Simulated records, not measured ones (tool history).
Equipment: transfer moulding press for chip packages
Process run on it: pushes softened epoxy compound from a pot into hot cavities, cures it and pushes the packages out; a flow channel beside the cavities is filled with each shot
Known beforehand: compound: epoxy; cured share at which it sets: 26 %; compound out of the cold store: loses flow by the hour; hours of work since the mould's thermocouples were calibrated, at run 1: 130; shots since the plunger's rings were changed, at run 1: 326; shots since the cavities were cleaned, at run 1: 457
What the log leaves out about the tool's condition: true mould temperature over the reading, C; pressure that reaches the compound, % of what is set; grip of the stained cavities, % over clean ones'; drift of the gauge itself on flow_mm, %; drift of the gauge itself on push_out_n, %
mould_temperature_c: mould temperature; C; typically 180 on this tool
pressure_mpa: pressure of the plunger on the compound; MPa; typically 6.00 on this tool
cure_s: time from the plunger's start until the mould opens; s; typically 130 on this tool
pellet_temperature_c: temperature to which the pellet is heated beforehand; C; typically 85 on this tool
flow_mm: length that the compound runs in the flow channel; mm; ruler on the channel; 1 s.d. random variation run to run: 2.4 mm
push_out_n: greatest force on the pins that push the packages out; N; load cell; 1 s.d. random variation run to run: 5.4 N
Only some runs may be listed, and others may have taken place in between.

| run | hour | mould_temperature_c | pressure_mpa | cure_s | pellet_temperature_c | hours of work since the mould's thermocouples were calibrated | shots since the plunger's rings were changed | shots since the cavities were cleaned | incoming compound's hours out of the cold store | flow_mm | push_out_n |
|---|---|---|---|---|---|---|---|---|---|---|---|
| 1 | 0.0 | 180 | 6.00 | 130 | 85 | 130 | 326 | 457 | 8.6 | 737 | 254 |
|  | 10.5 | cavities cleaned with cleaning compound and waxed |
| 2 | 53.0 | 180 | 6.00 | 130 | 85 | 163 | 760 | 358 | 33.3 | 651 | 299 |
|  | 76.4 | cavities cleaned with cleaning compound and waxed |
| 3 | 83.9 | 180 | 6.00 | 130 | 85 | 181 | 1008 | 63 | 32.0 | 656 | 211 |
| 4 | 129.1 | 180 | 6.00 | 130 | 85 | 209 | 1389 | 444 | 17.8 | 700 | 250 |
|  | 141.5 | cavities cleaned with cleaning compound and waxed |
| 5 | 170.0 | 180 | 6.00 | 130 | 85 | 234 | 1720 | 240 | 29.6 | 656 | 230 |
| 6 | 201.4 | 180 | 6.00 | 130 | 85 | 254 | 1985 | 505 | 42.6 | 617 | 242 |
|  | 207.6 | cavities cleaned with cleaning compound and waxed |
| 7 | 237.1 | 180 | 6.00 | 130 | 85 | 275 | 2272 | 248 | 34.8 | 638 | 225 |
|  | 261.5 | cavities cleaned with cleaning compound and waxed, once more |
|  | 270.1 | plunger's sealing rings changed |
| 8 | 289.8 | 180 | 6.00 | 130 | 85 | 305 | 165 | 216 | 8.4 | 743 | 221 |
|  | 329.0 | cavities cleaned with cleaning compound and waxed |
| 9 | 335.8 | 180 | 6.00 | 155 | 85 | 333 | 541 | 57 | 36.9 | 639 | 173 |
| 10 | 385.8 | 180 | 6.00 | 159 | 85 | 364 | 961 | 477 | 14.2 | 710 | 226 |
|  | 394.8 | cavities cleaned with cleaning compound and waxed |
| 11 | 433.3 | 180 | 6.00 | 159 | 85 | 393 | 1349 | 324 | 41.8 | 626 | 214 |
|  | 458.6 | cavities cleaned with cleaning compound and waxed |
| 12 | 467.9 | 180 | 6.00 | 130 | 85 | 414 | 1628 | 79 | 17.2 | 700 | 206 |
| 13 | 519.1 | 180 | 6.00 | 130 | 85 | 446 | 2059 | 510 | 16.6 | 700 | 256 |
|  | 524.4 | cavities cleaned with cleaning compound and waxed |
| 14 | 552.7 | 180 | 6.00 | 130 | 85 | 466 | 2330 | 239 | 24.6 | 671 | 226 |
|  | 558.8 | mould's thermocouples calibrated |
|  | 579.6 | plunger's sealing rings changed |
|  | 593.0 | cavities cleaned with cleaning compound and waxed |
| 15 | 603.1 | 184 | 6.25 | 135 | 85 | 25 | 185 | 85 | 9.6 | 729 | 185 |
| 16 | 645.9 | 184 | 6.25 | 135 | 93 | 52 | 546 | 446 | 31.6 | 656 | 226 |
|  | 658.9 | cavities cleaned with cleaning compound and waxed |
| 17 | 704.9 | 184 | 6.25 | 135 | 93 | 88 | 1030 | 387 | 17.5 | 702 | 219 |
|  | 723.8 | cavities cleaned with cleaning compound and waxed |
| 18 | 743.4 | 184 | 5.39 | 131 | 93 | 111 | 1342 | 166 | 43.8 | 571 | 197 |
| 19 | 776.7 | 180 | 7.14 | 117 | 85 | 132 | 1622 | 446 | 31.8 | 713 | 283 |
|  | 789.4 | cavities cleaned with cleaning compound and waxed |
| 20 | 824.6 | 180 | 7.14 | 117 | 85 | 161 | 2013 | 296 | 17.1 | 766 | 265 |
|  | 854.9 | cavities cleaned with cleaning compound and waxed |
| 21 | 865.4 | 180 | 7.14 | 117 | 85 | 185 | 2344 | 89 | 34.4 | 695 | 221 |
|  | 891.4 | plunger's sealing rings changed |
|  | 924.2 | cavities cleaned with cleaning compound and waxed |
| 22 | 925.8 | 173 | 4.95 | 159 | 94 | 221 | 277 | 14 | 16.9 | 673 | 199 |
| 23 | 965.7 | 185 | 6.00 | 121 | 76 | 246 | 613 | 350 | 11.7 | 703 | 220 |
|  | 990.0 | cavities cleaned with cleaning compound and waxed |
| 24 | 1006.0 | 185 | 6.00 | 121 | 76 | 270 | 940 | 135 | 28.1 | 643 | 199 |
| 25 | 1047.2 | 180 | 6.60 | 130 | 85 | 296 | 1287 | 482 | 11.4 | 755 | 247 |
|  | 1053.9 | cavities cleaned with cleaning compound and waxed |
| 26 | 1087.5 | 184 | 6.60 | 114 | 85 | 320 | 1613 | 282 | 31.5 | 670 | 230 |

Here are 3 independent what-if runs from the current tool condition. What would each one return?
| A | 1114.3 | 181 | 6.22 | 150 | 85 | 337 | 1840 | 509 | 14.1 | ? | ? |
| B | 1114.3 | 184 | 5.42 | 114 | 85 | 337 | 1840 | 509 | 40.5 | ? | ? |
| C | 1114.3 | 174 | 5.06 | 168 | 85 | 337 | 1840 | 509 | 11.8 | ? | ? |

| run | flow_mm | push_out_n |
|---|---|---|
| A | 713 | 232 |
| B | 582 | 257 |
| C | 687 | 245 |
With no hidden state in the tool, these same runs would have given:
| run | flow_mm | push_out_n |
|---|---|---|
| A | 725 | 163 |
| B | 591 | 182 |
| C | 699 | 175 |

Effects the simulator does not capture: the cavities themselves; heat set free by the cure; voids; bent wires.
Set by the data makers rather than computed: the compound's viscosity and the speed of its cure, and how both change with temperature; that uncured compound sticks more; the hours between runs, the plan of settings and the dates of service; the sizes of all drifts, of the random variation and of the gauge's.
